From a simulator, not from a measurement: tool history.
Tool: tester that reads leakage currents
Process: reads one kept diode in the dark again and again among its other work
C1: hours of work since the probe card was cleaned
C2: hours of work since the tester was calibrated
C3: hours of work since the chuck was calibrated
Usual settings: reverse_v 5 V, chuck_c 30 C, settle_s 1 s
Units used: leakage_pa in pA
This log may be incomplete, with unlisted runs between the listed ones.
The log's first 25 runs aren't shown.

{"hour": 4267.6, "done": "chuck's temperature calibrated"}
{"run": 26, "hour": 4346.7, "reverse_v": 4.11, "chuck_c": 28, "settle_s": 2.08, "C1": 1390, "C2": 308, "C3": 51, "leakage_pa": 177.1}
{"run": 27, "hour": 4543.5, "reverse_v": 4.11, "chuck_c": 28, "settle_s": 2.08, "C1": 1516, "C2": 435, "C3": 177, "leakage_pa": 174.17}
{"run": 28, "hour": 4736.4, "reverse_v": 11.46, "chuck_c": 27, "settle_s": 1.1, "C1": 1640, "C2": 559, "C3": 301, "leakage_pa": 254.04}
{"run": 29, "hour": 4881.8, "reverse_v": 5, "chuck_c": 30, "settle_s": 1.38, "C1": 1733, "C2": 652, "C3": 395, "leakage_pa": 220.92}
{"run": 30, "hour": 5075.7, "reverse_v": 5, "chuck_c": 30, "settle_s": 1.38, "C1": 1858, "C2": 777, "C3": 519, "leakage_pa": 214.2}
{"run": 31, "hour": 5294.7, "reverse_v": 1.56, "chuck_c": 52, "settle_s": 5.81, "C1": 1999, "C2": 917, "C3": 660, "leakage_pa": 762.75}
{"run": 32, "hour": 5487.3, "reverse_v": 9.63, "chuck_c": 49, "settle_s": 5.55, "C1": 2122, "C2": 1041, "C3": 784, "leakage_pa": 1379.86}
{"hour": 5618.3, "done": "chuck's temperature calibrated"}
{"run": 33, "hour": 5698.6, "reverse_v": 8.75, "chuck_c": 31, "settle_s": 5.55, "C1": 2257, "C2": 1175, "C3": 52, "leakage_pa": 329.26}
{"run": 34, "hour": 5897.7, "reverse_v": 8.75, "chuck_c": 28, "settle_s": 7.94, "C1": 2385, "C2": 1303, "C3": 180, "leakage_pa": 249.72}
{"run": 35, "hour": 6032.2, "reverse_v": 10.44, "chuck_c": 26, "settle_s": 0.34, "C1": 2471, "C2": 1390, "C3": 266, "leakage_pa": 226.27}
{"run": 36, "hour": 6250.7, "reverse_v": 3.08, "chuck_c": 26, "settle_s": 9.41, "C1": 2612, "C2": 1530, "C3": 406, "leakage_pa": 122.07}
{"run": 37, "hour": 6439.0, "reverse_v": 1.75, "chuck_c": 30, "settle_s": 3.57, "C1": 2733, "C2": 1651, "C3": 527, "leakage_pa": 132.3}
{"run": 38, "hour": 6573.8, "reverse_v": 1.75, "chuck_c": 30, "settle_s": 3.57, "C1": 2819, "C2": 1738, "C3": 614, "leakage_pa": 130.12}
{"run": 39, "hour": 6740.7, "reverse_v": 7.05, "chuck_c": 54, "settle_s": 1.51, "C1": 2926, "C2": 1845, "C3": 721, "leakage_pa": 1783.64}

Estimate the outcome of run 40 from the log above:
{"run": 40, "hour": 6873.0, "reverse_v": 7.05, "chuck_c": 54, "settle_s": 1.51, "C1": 3011, "C2": 1930, "C3": 806, "leakage_pa": "?"}

{"run 40": {"leakage_pa": 1765.33}}
Had the tool carried no hidden state, the very same run would have given leakage_pa 1981.52 pA.

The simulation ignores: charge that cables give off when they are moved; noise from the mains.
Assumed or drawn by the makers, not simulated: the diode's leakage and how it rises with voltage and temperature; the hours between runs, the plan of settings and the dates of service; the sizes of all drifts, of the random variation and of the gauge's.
